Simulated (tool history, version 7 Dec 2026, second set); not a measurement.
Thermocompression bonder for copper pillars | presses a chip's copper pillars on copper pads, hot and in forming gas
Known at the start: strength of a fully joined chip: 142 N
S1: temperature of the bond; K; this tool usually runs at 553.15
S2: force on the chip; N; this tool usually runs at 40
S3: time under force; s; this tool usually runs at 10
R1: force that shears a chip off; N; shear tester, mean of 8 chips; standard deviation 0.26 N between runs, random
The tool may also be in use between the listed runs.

run,hour,S1,S2,S3,R1
1,0.0,553.15,40,10,96.2
2,63.5,553.15,40,10,95.9
3,100.3,553.15,40,10,95.7
4,176.7,524.15,40,10,65.5
5,256.1,524.15,40,6,53.7
6,315.6,553.15,55,10,112.0
7,390.0,553.15,45,10,101.4
8,454.3,553.15,45,10,101.5
# hour 482.2: forming gas filter changed
9,493.4,553.15,45,10,104.5
10,545.8,553.15,40,10,97.3
11,622.5,553.15,40,10,97.4
12,697.3,553.15,40,21,114.6
13,750.5,553.15,40,21,114.4
14,812.5,553.15,40,21,114.4
15,878.7,553.15,40,21,113.4
16,912.8,562.15,40,10,105.0
17,973.1,562.15,40,10,104.5
18,1049.7,562.15,40,10,104.7
19,1114.3,562.15,40,10,104.5
# hour 1121.5: forming gas filter changed
20,1188.5,553.15,40,10,98.9
21,1241.0,553.15,40,10,98.3
# hour 1310.7: heater calibrated with a thermocouple chip
22,1310.7,553.15,40,10,91.8
23,1373.3,553.15,40,7,82.6
24,1454.2,538.15,40,7,66.9
25,1511.2,557.15,40,11,98.1
26,1574.7,553.15,40,10,90.7
27,1621.6,534.15,33,10,61.3
28,1659.5,535.15,35,5,50.2
29,1694.0,535.15,35,5,50.1
30,1742.3,546.15,25,5,44.7
# hour 1759.3: forming gas filter changed
31,1810.7,543.15,48,10,92.9
32,1859.0,531.15,40,8,64.6
33,1939.0,531.15,40,8,64.4
34,1997.6,531.15,52,18,99.0
35,2080.0,583.15,40,27,133.8
36,2121.7,583.15,40,27,133.9
# hour 2156.9: force cell calibrated
37,2184.9,548.15,40,15,100.5
38,2262.9,548.15,40,15,100.2
39,2344.9,548.15,40,15,100.2

Some steps in R1, run to run, broken into two amounts with sign: the step expected even without the hidden condition (settings, incoming material, random variation), and the rest, left for the hidden condition together with whatever gauge scatter is not in both the measured and the hidden-condition-free result:
Hidden state at play: true temperature of the bond over the reading, C; force that reaches the chip, % of what is set; oxide that the forming gas leaves, % of the face; drift of the gauge itself on shear_n, %.
Run 5 -> 6: S1 524.15 -> 553.15, S2 40 -> 55, S3 6 -> 10. R1 +58.3 N: hidden state -1.4, all else +59.7.
Run 19 -> 20: S1 562.15 -> 553.15, forming gas filter changed. R1 -5.6 N: hidden state +2.8, all else -8.4.
Run 21 -> 22: heater calibrated with a thermocouple chip. R1 -6.5 N: hidden state -6.6, all else +0.1.
Run 30 -> 31: S1 546.15 -> 543.15, S2 25 -> 48, S3 5 -> 10, forming gas filter changed. R1 +48.2 N: hidden state +0.3, all else +47.9.
Run 34 -> 35: S1 531.15 -> 583.15, S2 52 -> 40, S3 18 -> 27. R1 +34.8 N: hidden state +0.6, all else +34.2.
Run 36 -> 37: S1 583.15 -> 548.15, S3 27 -> 15, force cell calibrated. R1 -33.4 N: hidden state +2.7, all else -36.1.
